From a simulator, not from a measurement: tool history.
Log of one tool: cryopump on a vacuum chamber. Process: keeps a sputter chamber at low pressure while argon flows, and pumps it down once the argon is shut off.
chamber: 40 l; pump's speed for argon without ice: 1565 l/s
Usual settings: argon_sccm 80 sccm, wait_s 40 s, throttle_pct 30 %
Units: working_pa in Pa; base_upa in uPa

{"run": 1, "hour": 0.0, "argon_sccm": 80, "wait_s": 40, "throttle_pct": 30, "working_pa": 0.289, "base_upa": 1.86}
{"run": 2, "hour": 31.3, "argon_sccm": 80, "wait_s": 40, "throttle_pct": 30, "working_pa": 0.2913, "base_upa": 1.95}
{"run": 3, "hour": 48.4, "argon_sccm": 80, "wait_s": 40, "throttle_pct": 30, "working_pa": 0.2921, "base_upa": 1.95}
{"run": 4, "hour": 85.5, "argon_sccm": 80, "wait_s": 92, "throttle_pct": 30, "working_pa": 0.2937, "base_upa": 1.23}
{"run": 5, "hour": 106.2, "argon_sccm": 80, "wait_s": 92, "throttle_pct": 42, "working_pa": 0.2107, "base_upa": 1.21}
{"run": 6, "hour": 129.0, "argon_sccm": 80, "wait_s": 40, "throttle_pct": 30, "working_pa": 0.2935, "base_upa": 1.94}
{"run": 7, "hour": 159.5, "argon_sccm": 80, "wait_s": 40, "throttle_pct": 30, "working_pa": 0.2943, "base_upa": 1.97}
{"run": 8, "hour": 178.6, "argon_sccm": 80, "wait_s": 40, "throttle_pct": 30, "working_pa": 0.2952, "base_upa": 2}
{"run": 9, "hour": 199.5, "argon_sccm": 80, "wait_s": 40, "throttle_pct": 30, "working_pa": 0.2978, "base_upa": 2.01}
{"run": 10, "hour": 218.7, "argon_sccm": 80, "wait_s": 40, "throttle_pct": 30, "working_pa": 0.2952, "base_upa": 1.93}
{"run": 11, "hour": 248.0, "argon_sccm": 80, "wait_s": 40, "throttle_pct": 30, "working_pa": 0.2987, "base_upa": 2.02}
{"run": 12, "hour": 275.7, "argon_sccm": 80, "wait_s": 40, "throttle_pct": 30, "working_pa": 0.2971, "base_upa": 1.98}
{"run": 13, "hour": 294.6, "argon_sccm": 80, "wait_s": 40, "throttle_pct": 45, "working_pa": 0.203, "base_upa": 1.96}
{"run": 14, "hour": 330.3, "argon_sccm": 80, "wait_s": 93, "throttle_pct": 30, "working_pa": 0.3001, "base_upa": 1.28}
{"run": 15, "hour": 352.3, "argon_sccm": 80, "wait_s": 58, "throttle_pct": 30, "working_pa": 0.2984, "base_upa": 1.62}
{"run": 16, "hour": 386.9, "argon_sccm": 80, "wait_s": 115, "throttle_pct": 30, "working_pa": 0.3002, "base_upa": 1.27}
{"run": 17, "hour": 420.3, "argon_sccm": 80, "wait_s": 115, "throttle_pct": 30, "working_pa": 0.303, "base_upa": 1.26}
{"run": 18, "hour": 447.6, "argon_sccm": 80, "wait_s": 115, "throttle_pct": 30, "working_pa": 0.3048, "base_upa": 1.23}
{"run": 19, "hour": 471.4, "argon_sccm": 57, "wait_s": 184, "throttle_pct": 56, "working_pa": 0.1214, "base_upa": 1.12}
{"run": 20, "hour": 504.6, "argon_sccm": 57, "wait_s": 184, "throttle_pct": 56, "working_pa": 0.122, "base_upa": 1.12}
{"run": 21, "hour": 524.0, "argon_sccm": 57, "wait_s": 184, "throttle_pct": 56, "working_pa": 0.1229, "base_upa": 1.09}
{"run": 22, "hour": 540.0, "argon_sccm": 57, "wait_s": 184, "throttle_pct": 56, "working_pa": 0.1235, "base_upa": 1.11}
{"run": 23, "hour": 574.3, "argon_sccm": 57, "wait_s": 233, "throttle_pct": 56, "working_pa": 0.1243, "base_upa": 1.07}
{"run": 24, "hour": 608.2, "argon_sccm": 57, "wait_s": 233, "throttle_pct": 56, "working_pa": 0.1249, "base_upa": 1.1}
{"run": 25, "hour": 629.1, "argon_sccm": 61, "wait_s": 38, "throttle_pct": 28, "working_pa": 0.2531, "base_upa": 2.18}
{"run": 26, "hour": 656.9, "argon_sccm": 44, "wait_s": 55, "throttle_pct": 30, "working_pa": 0.1701, "base_upa": 1.85}
{"run": 27, "hour": 678.9, "argon_sccm": 46, "wait_s": 37, "throttle_pct": 30, "working_pa": 0.1787, "base_upa": 2.29}
{"run": 28, "hour": 702.0, "argon_sccm": 80, "wait_s": 37, "throttle_pct": 29, "working_pa": 0.3237, "base_upa": 2.28}
{"run": 29, "hour": 730.0, "argon_sccm": 37, "wait_s": 26, "throttle_pct": 29, "working_pa": 0.1488, "base_upa": 2.81}
{"run": 30, "hour": 749.2, "argon_sccm": 37, "wait_s": 26, "throttle_pct": 29, "working_pa": 0.1502, "base_upa": 2.9}
{"run": 31, "hour": 776.9, "argon_sccm": 102, "wait_s": 40, "throttle_pct": 30, "working_pa": 0.4033, "base_upa": 2.23}
{"run": 32, "hour": 812.7, "argon_sccm": 102, "wait_s": 40, "throttle_pct": 30, "working_pa": 0.4063, "base_upa": 2.25}
{"run": 33, "hour": 848.6, "argon_sccm": 35, "wait_s": 40, "throttle_pct": 30, "working_pa": 0.1394, "base_upa": 2.26}

Hidden state or all else? Some run-to-run changes of working_pa, split into what the settings, what came in and random variation would give without the hidden state, and what is left for the hidden state (with any gauge scatter that isn't in both results):
The hidden state here: pump's speed, % of a pump's without ice; cold plate's temperature, K; leak into the chamber, uPa l/s; drift of the gauge itself on working_pa, %; drift of the gauge itself on base_upa, %.
Run 18 -> 19: argon_sccm 80 -> 57, wait_s 115 -> 184, throttle_pct 30 -> 56. working_pa -0.1834 Pa: hidden state -0.0039, all else -0.1795.
Run 28 -> 29: argon_sccm 80 -> 37, wait_s 37 -> 26. working_pa -0.1749 Pa: hidden state -0.013, all else -0.1619.
Run 30 -> 31: argon_sccm 37 -> 102, wait_s 26 -> 40, throttle_pct 29 -> 30. working_pa +0.2531 Pa: hidden state +0.0234, all else +0.2297.
Run 32 -> 33: argon_sccm 102 -> 35. working_pa -0.2669 Pa: hidden state -0.0242, all else -0.2427.
